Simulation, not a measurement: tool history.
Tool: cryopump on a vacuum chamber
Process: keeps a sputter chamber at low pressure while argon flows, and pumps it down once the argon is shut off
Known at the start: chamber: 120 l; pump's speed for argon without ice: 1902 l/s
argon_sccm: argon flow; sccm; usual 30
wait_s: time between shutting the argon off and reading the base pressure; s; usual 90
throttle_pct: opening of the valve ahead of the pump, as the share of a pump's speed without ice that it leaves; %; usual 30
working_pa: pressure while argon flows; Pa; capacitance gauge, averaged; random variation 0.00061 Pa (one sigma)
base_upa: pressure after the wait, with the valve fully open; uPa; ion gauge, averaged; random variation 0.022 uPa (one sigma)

run	day	argon_sccm	wait_s	throttle_pct	working_pa	base_upa
1	0	30	90	30	0.0923	1.82
2	0.933	30	90	30	0.094	1.85
3	1.546	32	90	30	0.1002	1.82
4	1.983	32	90	30	0.0996	1.86
5	2.567	30	90	30	0.0941	1.87
6	3.017	30	90	30	0.0934	1.85
7	3.858	30	90	30	0.0936	1.9
8	4.521	43	90	30	0.1352	1.97
9	5.308	30	90	30	0.0931	1.91
10	5.9	30	90	30	0.0944	1.94
11	6.321	30	90	30	0.0934	1.92
12	7.25	30	90	30	0.094	2
13	7.85	30	90	30	0.0948	2.01
14	8.646	30	90	30	0.0944	1.98
15	9.438	30	90	42	0.0687	2.03
16	10.312	20	268	25	0.0749	1.65
17	10.892	20	268	25	0.0749	1.67
18	11.329	29	47	25	0.1098	2.46
19	12.096	29	47	25	0.109	2.48
20	13.029	29	47	25	0.1087	2.5
21	13.921	29	47	25	0.109	2.52
22	14.817	19	150	25	0.0718	1.86

Forecast each of these 4 alternatives for the next run:
A	15.471	28	20	38	?	?
B	15.471	32	150	25	?	?
C	15.471	30	104	17	?	?
D	15.471	13	150	25	?	?

run	working_pa	base_upa
A	0.0711	3.79
B	0.1207	1.83
C	0.1623	1.97
D	0.0506	1.86
Without the tool's hidden state the same runs would have given:
run	working_pa	base_upa
A	0.065	2.4
B	0.1136	0.44
C	0.1557	0.58
D	0.0478	0.47
